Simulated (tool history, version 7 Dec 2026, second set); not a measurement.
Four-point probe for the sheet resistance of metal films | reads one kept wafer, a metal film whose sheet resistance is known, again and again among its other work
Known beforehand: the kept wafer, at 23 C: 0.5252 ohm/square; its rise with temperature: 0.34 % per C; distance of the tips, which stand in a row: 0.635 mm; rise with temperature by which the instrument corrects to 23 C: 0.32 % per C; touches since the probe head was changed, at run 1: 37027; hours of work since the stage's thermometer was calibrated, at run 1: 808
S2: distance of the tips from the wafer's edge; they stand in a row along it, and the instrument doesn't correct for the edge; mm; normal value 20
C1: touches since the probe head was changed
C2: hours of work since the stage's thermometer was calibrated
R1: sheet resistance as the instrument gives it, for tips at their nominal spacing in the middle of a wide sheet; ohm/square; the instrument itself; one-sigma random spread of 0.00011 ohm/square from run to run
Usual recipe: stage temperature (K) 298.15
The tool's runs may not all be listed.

{"run": 1, "hour": 0.0, "stage temperature (K)": 298.15, "S2": 20, "C1": 37027, "C2": 808, "R1": 0.525653}
{"run": 2, "hour": 22.6, "stage temperature (K)": 298.15, "S2": 20, "C1": 37924, "C2": 824, "R1": 0.525737}
{"run": 3, "hour": 49.3, "stage temperature (K)": 293.15, "S2": 20, "C1": 38983, "C2": 842, "R1": 0.525206}
{"run": 4, "hour": 66.6, "stage temperature (K)": 298.15, "S2": 14, "C1": 39671, "C2": 854, "R1": 0.525982}
{"run": 5, "hour": 82.1, "stage temperature (K)": 298.15, "S2": 3, "C1": 40289, "C2": 865, "R1": 0.537618}
{"run": 6, "hour": 98.1, "stage temperature (K)": 298.15, "S2": 20, "C1": 40923, "C2": 876, "R1": 0.52579}
{"run": 7, "hour": 123.2, "stage temperature (K)": 291.15, "S2": 20, "C1": 41918, "C2": 894, "R1": 0.525023}
{"run": 8, "hour": 141.5, "stage temperature (K)": 298.15, "S2": 20, "C1": 42645, "C2": 906, "R1": 0.52533}
{"run": 9, "hour": 157.8, "stage temperature (K)": 298.15, "S2": 20, "C1": 43293, "C2": 918, "R1": 0.525866}
{"run": 10, "hour": 170.9, "stage temperature (K)": 298.15, "S2": 18, "C1": 43811, "C2": 927, "R1": 0.525724}
{"run": 11, "hour": 199.2, "stage temperature (K)": 302.15, "S2": 18, "C1": 44937, "C2": 947, "R1": 0.526074}
{"run": 12, "hour": 227.6, "stage temperature (K)": 302.15, "S2": 18, "C1": 46061, "C2": 966, "R1": 0.526078}
{"run": 13, "hour": 245.5, "stage temperature (K)": 304.15, "S2": 6, "C1": 46773, "C2": 979, "R1": 0.529057}
{"run": 14, "hour": 269.0, "stage temperature (K)": 298.15, "S2": 11, "C1": 47706, "C2": 995, "R1": 0.52643}
{"run": 15, "hour": 288.2, "stage temperature (K)": 298.15, "S2": 19, "C1": 48470, "C2": 1009, "R1": 0.52564}
{"run": 16, "hour": 309.9, "stage temperature (K)": 305.15, "S2": 51, "C1": 49330, "C2": 1024, "R1": 0.525944}
{"run": 17, "hour": 335.2, "stage temperature (K)": 305.15, "S2": 51, "C1": 50333, "C2": 1041, "R1": 0.526078}
{"run": 18, "hour": 363.6, "stage temperature (K)": 296.15, "S2": 9, "C1": 51463, "C2": 1061, "R1": 0.526611}

What if the next run were any one of these 5? Each begins from the tool's condition after run 18:
{"run": "A", "hour": 389.8, "stage temperature (K)": 292.15, "S2": 14, "C1": 52501, "C2": 1079, "R1": "?"}
{"run": "B", "hour": 389.8, "stage temperature (K)": 303.15, "S2": 7, "C1": 52501, "C2": 1079, "R1": "?"}
{"run": "C", "hour": 389.8, "stage temperature (K)": 296.15, "S2": 9, "C1": 52501, "C2": 1079, "R1": "?"}
{"run": "D", "hour": 389.8, "stage temperature (K)": 303.15, "S2": 19, "C1": 52501, "C2": 1079, "R1": "?"}
{"run": "E", "hour": 389.8, "stage temperature (K)": 299.15, "S2": 9, "C1": 52501, "C2": 1079, "R1": "?"}

run=A R1=0.525497
run=B R1=0.528075
run=C R1=0.52647
run=D R1=0.525969
run=E R1=0.527018
Without the tool's unlogged condition, the same runs would have read:
run=A R1=0.525514
run=B R1=0.528092
run=C R1=0.526487
run=D R1=0.525985
run=E R1=0.527035
